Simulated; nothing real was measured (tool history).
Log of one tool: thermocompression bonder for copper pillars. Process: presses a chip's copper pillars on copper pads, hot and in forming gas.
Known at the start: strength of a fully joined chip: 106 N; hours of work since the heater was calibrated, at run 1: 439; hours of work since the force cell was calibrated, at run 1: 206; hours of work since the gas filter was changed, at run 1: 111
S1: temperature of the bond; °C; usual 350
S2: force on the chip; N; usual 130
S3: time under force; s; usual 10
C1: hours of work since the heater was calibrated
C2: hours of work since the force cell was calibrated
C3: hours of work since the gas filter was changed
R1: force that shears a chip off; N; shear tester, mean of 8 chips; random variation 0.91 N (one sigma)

{"run": 1, "hour": 0.0, "S1": 350, "S2": 130, "S3": 10, "C1": 439, "C2": 206, "C3": 111, "R1": 70.4}
{"run": 2, "hour": 21.3, "S1": 350, "S2": 130, "S3": 10, "C1": 452, "C2": 219, "C3": 124, "R1": 68.2}
{"run": 3, "hour": 43.1, "S1": 350, "S2": 130, "S3": 10, "C1": 465, "C2": 232, "C3": 136, "R1": 68.9}
{"run": 4, "hour": 57.6, "S1": 350, "S2": 130, "S3": 10, "C1": 474, "C2": 240, "C3": 145, "R1": 68.3}
{"run": 5, "hour": 67.8, "S1": 350, "S2": 130, "S3": 10, "C1": 480, "C2": 246, "C3": 151, "R1": 69.8}
{"hour": 77.8, "done": "forming gas filter changed"}
{"run": 6, "hour": 78.7, "S1": 350, "S2": 92, "S3": 10, "C1": 486, "C2": 253, "C3": 1, "R1": 66.2}

The next listed run, before its measurement:
{"run": 7, "hour": 92.2, "S1": 359, "S2": 85, "S3": 9, "C1": 494, "C2": 261, "C3": 9, "R1": "?"}

Run 7 gave R1 67.3 N.
Without the tool's hidden state the same run would have given R1 69.6 N.

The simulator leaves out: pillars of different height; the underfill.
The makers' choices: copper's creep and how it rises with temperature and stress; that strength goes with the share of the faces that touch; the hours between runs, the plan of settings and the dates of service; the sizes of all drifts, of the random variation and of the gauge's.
